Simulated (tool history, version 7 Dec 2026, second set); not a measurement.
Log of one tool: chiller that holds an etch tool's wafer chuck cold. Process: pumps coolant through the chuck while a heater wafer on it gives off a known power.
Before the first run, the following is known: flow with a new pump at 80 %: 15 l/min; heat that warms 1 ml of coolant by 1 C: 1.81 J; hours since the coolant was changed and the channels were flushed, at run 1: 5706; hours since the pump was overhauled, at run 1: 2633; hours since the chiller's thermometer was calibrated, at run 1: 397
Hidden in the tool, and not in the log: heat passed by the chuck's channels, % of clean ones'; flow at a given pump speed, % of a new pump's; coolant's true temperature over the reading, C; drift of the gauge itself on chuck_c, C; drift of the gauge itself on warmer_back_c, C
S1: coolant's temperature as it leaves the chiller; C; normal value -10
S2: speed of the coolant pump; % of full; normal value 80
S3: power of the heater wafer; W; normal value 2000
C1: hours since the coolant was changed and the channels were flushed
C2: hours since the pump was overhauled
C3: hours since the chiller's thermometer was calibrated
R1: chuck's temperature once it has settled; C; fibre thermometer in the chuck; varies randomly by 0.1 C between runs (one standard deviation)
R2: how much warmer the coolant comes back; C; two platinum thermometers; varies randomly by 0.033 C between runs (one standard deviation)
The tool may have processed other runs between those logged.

| run | hour | S1 | S2 | S3 | C1 | C2 | C3 | R1 | R2 |
|---|---|---|---|---|---|---|---|---|---|
| 1 | 0.0 | -10 | 80 | 2000 | 5706 | 2633 | 397 | 3.8 | 4.59 |
| 2 | 38.0 | -10 | 80 | 2000 | 5744 | 2671 | 435 | 3.5 | 4.63 |
| 3 | 76.9 | -10 | 80 | 2000 | 5783 | 2710 | 474 | 3.8 | 4.60 |
| 4 | 139.9 | -10 | 80 | 2000 | 5846 | 2773 | 537 | 3.5 | 4.67 |
| 5 | 187.1 | -10 | 80 | 2000 | 5893 | 2820 | 584 | 3.6 | 4.64 |
| 6 | 226.0 | -18 | 80 | 2000 | 5932 | 2859 | 623 | -4.4 | 4.58 |
| 7 | 277.2 | -10 | 80 | 1672 | 5983 | 2911 | 674 | 1.2 | 3.90 |
| 8 | 310.6 | -13 | 80 | 1672 | 6017 | 2944 | 708 | -1.5 | 3.88 |
| 9 | 376.8 | -13 | 80 | 1672 | 6083 | 3010 | 774 | -1.5 | 3.89 |
| 10 | 434.0 | -10 | 80 | 2000 | 6140 | 3067 | 831 | 3.7 | 4.62 |
| 11 | 495.7 | -10 | 80 | 2000 | 6202 | 3129 | 893 | 3.8 | 4.63 |
| 12 | 542.2 | -10 | 80 | 2000 | 6248 | 3175 | 939 | 3.9 | 4.60 |
| 13 | 610.5 | -10 | 72 | 2000 | 6317 | 3244 | 1007 | 5.3 | 5.14 |
| 14 | 673.2 | -10 | 80 | 2000 | 6379 | 3306 | 1070 | 3.6 | 4.65 |
| 15 | 736.4 | -5 | 80 | 2000 | 6442 | 3370 | 1133 | 8.8 | 4.60 |
| 16 | 765.7 | -10 | 80 | 2000 | 6472 | 3399 | 1163 | 3.7 | 4.67 |
| 17 | 807.1 | -9 | 84 | 2000 | 6513 | 3440 | 1204 | 4.1 | 4.39 |
| 18 | 836.9 | -9 | 83 | 2000 | 6543 | 3470 | 1234 | 4.3 | 4.48 |
| 19 | 867.1 | -9 | 83 | 2000 | 6573 | 3500 | 1264 | 4.3 | 4.53 |
| 20 | 932.6 | -9 | 83 | 2000 | 6639 | 3566 | 1330 | 4.3 | 4.47 |
| 21 | 969.9 | -19 | 72 | 2050 | 6676 | 3603 | 1367 | -3.2 | 5.34 |
| 22 | 1033.0 | -19 | 71 | 1966 | 6739 | 3666 | 1430 | -3.7 | 5.20 |
| 23 | 1091.8 | -10 | 72 | 1088 | 6798 | 3725 | 1489 | -1.5 | 2.83 |
| 24 | 1124.9 | -10 | 80 | 1860 | 6831 | 3758 | 1522 | 2.9 | 4.33 |
| 25 | 1170.3 | -10 | 80 | 1860 | 6876 | 3804 | 1567 | 2.8 | 4.32 |
| 26 | 1201.8 | -10 | 82 | 1706 | 6908 | 3835 | 1599 | 1.4 | 3.92 |
| 27 | 1245.9 | -10 | 82 | 1706 | 6952 | 3879 | 1643 | 1.6 | 3.89 |
| 28 | 1306.1 | -2 | 60 | 2142 | 7012 | 3939 | 1703 | 17.7 | 6.77 |
| 29 | 1335.1 | -19 | 83 | 2908 | 7041 | 3968 | 1732 | 0.4 | 6.51 |
| 30 | 1391.3 | -10 | 98 | 2483 | 7097 | 4025 | 1788 | 4.3 | 4.70 |
| 31 | 1421.3 | -10 | 62 | 2483 | 7127 | 4055 | 1818 | 12.3 | 7.66 |
| 32 | 1482.1 | -10 | 62 | 2483 | 7188 | 4115 | 1879 | 12.4 | 7.70 |

Branching from run 32: 3 alternative next runs. What would each branch give?
| A | 1542.0 | -10 | 95 | 2483 | 7248 | 4175 | 1939 | ? | ? |
| B | 1542.0 | -8 | 80 | 2000 | 7248 | 4175 | 1939 | ? | ? |
| C | 1542.0 | -4 | 62 | 1869 | 7248 | 4175 | 1939 | ? | ? |

| run | R1 | R2 |
|---|---|---|
| A | 4.6 | 4.85 |
| B | 5.9 | 4.71 |
| C | 12.7 | 5.78 |
Take away the tool's hidden state, keep each run's random variation, and the runs would have read:
| run | R1 | R2 |
|---|---|---|
| A | 2.7 | 4.55 |
| B | 4.2 | 4.42 |
| C | 10.6 | 5.42 |

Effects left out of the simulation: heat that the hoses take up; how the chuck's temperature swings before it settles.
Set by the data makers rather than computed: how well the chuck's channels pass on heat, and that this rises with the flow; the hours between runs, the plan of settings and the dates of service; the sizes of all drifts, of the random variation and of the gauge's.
